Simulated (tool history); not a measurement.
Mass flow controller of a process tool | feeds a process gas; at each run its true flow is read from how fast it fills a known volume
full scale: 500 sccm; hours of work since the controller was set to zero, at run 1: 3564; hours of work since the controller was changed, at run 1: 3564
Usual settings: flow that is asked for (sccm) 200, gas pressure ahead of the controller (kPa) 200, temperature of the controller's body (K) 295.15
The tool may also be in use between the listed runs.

run      day  flow that is asked for (sccm)  gas pressure ahead of the controller (kPa)  temperature of the controller's body (K)  hours of work since the controller was set to zero  hours of work since the controller was changed  true flow (%)
  1        0                            200                                         200                                    295.15                                                3564                                            3564          98.14
  2   12.521                            200                                         200                                    295.15                                                3657                                            3657          98.18
  3   24.892                            200                                         200                                    295.15                                                3748                                            3748          98.06
  4   32.983                            200                                         200                                    295.15                                                3808                                            3808          98.19
  5   44.092                            200                                         200                                    295.15                                                3891                                            3891           98.1
  6   54.546                             57                                         200                                    295.15                                                3968                                            3968          91.17
  7   66.579                            200                                         200                                    310.15                                                4057                                            4057          97.31
  8   74.379                            200                                         200                                    295.15                                                4115                                            4115          98.15
      75.554  -- controller's zero set anew
  9   84.746                            200                                         200                                    295.15                                                  68                                            4191          97.05
 10   92.529                            200                                         200                                    300.15                                                 126                                            4249          96.64
 11  100.479                            200                                         200                                    300.15                                                 184                                            4308          96.69
 12  109.354                            117                                         233                                    306.15                                                 250                                            4373          93.15
     111.033  -- controller's zero set anew, once more
 13    116.7                            117                                         233                                    306.15                                                  42                                            4428          99.57
 14  128.679                            117                                         233                                    306.15                                                 131                                            4516          99.53
 15  140.196                            200                                         163                                    295.15                                                 216                                            4601         100.91
 16  148.229                            232                                         244                                    305.15                                                 275                                            4661         100.04
 17      159                            244                                         200                                    295.15                                                 355                                            4741         100.92
 18  170.825                            200                                         200                                    293.15                                                 442                                            4828         100.85
 19  176.542                            200                                         200                                    293.15                                                 485                                            4870          100.7
 20  187.521                            200                                         276                                    296.15                                                 566                                            4952         100.08
 21  194.967                            200                                         216                                    308.15                                                 621                                            5007          99.84
 22  201.417                            200                                         216                                    308.15                                                 669                                            5055          99.83

Hidden state at the last listed run before each entry between runs and at the first one after, where it differs:
Between runs 8 and 9: controller's zero set anew (day 75.554)
  flow at rest that the sensor doesn't see, % of full scale: -1.044 -> -1.476; true flow over the shown one, %: 1.68 -> 1.72
  measured less the result without the state, true flow (%): -0.93 -> -1.97
Between runs 12 and 13: controller's zero set anew, once more (day 111.033)
  flow at rest that the sensor doesn't see, % of full scale: -1.523 -> -0.036; true flow over the shown one, %: 1.79 -> 1.82
  measured less the result without the state, true flow (%): -4.71 -> +1.66
